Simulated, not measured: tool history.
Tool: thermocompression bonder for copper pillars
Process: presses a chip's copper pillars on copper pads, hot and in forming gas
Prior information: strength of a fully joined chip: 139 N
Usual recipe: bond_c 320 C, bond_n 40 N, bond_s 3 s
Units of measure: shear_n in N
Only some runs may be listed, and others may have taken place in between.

| run | day | bond_c | bond_n | bond_s | shear_n |
|---|---|---|---|---|---|
| 1 | 0 | 320 | 40 | 3 | 72.8 |
| 2 | 0.179 | 320 | 40 | 3 | 73 |
| 3 | 0.496 | 320 | 40 | 3 | 72.5 |
| 4 | 0.75 | 320 | 40 | 3 | 72.7 |
| 5 | 1.054 | 320 | 40 | 3 | 72.8 |
| 6 | 1.288 | 320 | 40 | 3 | 72.2 |
| 7 | 1.625 | 297 | 40 | 3 | 60 |
| 8 | 2.008 | 297 | 40 | 3 | 59.6 |
| 9 | 2.242 | 297 | 40 | 3 | 59.8 |
| 10 | 2.492 | 297 | 40 | 3 | 59.6 |
| 11 | 2.688 | 320 | 40 | 3 | 72.5 |
| 12 | 3.029 | 320 | 40 | 3 | 72 |
| 13 | 3.392 | 320 | 40 | 6 | 89.2 |
| 14 | 3.683 | 320 | 28 | 8 | 74.6 |
| 15 | 3.904 | 320 | 25 | 5 | 57.3 |
| 16 | 4.175 | 320 | 25 | 5 | 57.1 |
| 17 | 4.388 | 320 | 25 | 5 | 57.3 |
| 18 | 4.629 | 294 | 43 | 5 | 73.5 |
| 19 | 4.975 | 294 | 43 | 5 | 73 |
| 20 | 5.35 | 304 | 26 | 3 | 42 |
| 21 | 5.65 | 304 | 26 | 3 | 41.8 |
| 22 | 5.946 | 304 | 26 | 3 | 41.9 |
| 23 | 6.108 | 346 | 31 | 7 | 90.5 |

Predict each of these 4 candidate next runs independently; none follows another, all start after run 23:
| A | 6.375 | 346 | 48 | 3 | ? |
| B | 6.375 | 320 | 24 | 3 | ? |
| C | 6.375 | 320 | 26 | 4 | ? |
| D | 6.375 | 294 | 34 | 2 | ? |

| run | shear_n |
|---|---|
| A | 96.6 |
| B | 45.1 |
| C | 54.4 |
| D | 41.9 |
What these runs would have given with no unlogged condition in the tool:
| run | shear_n |
|---|---|
| A | 99.9 |
| B | 46 |
| C | 55.6 |
| D | 42.7 |
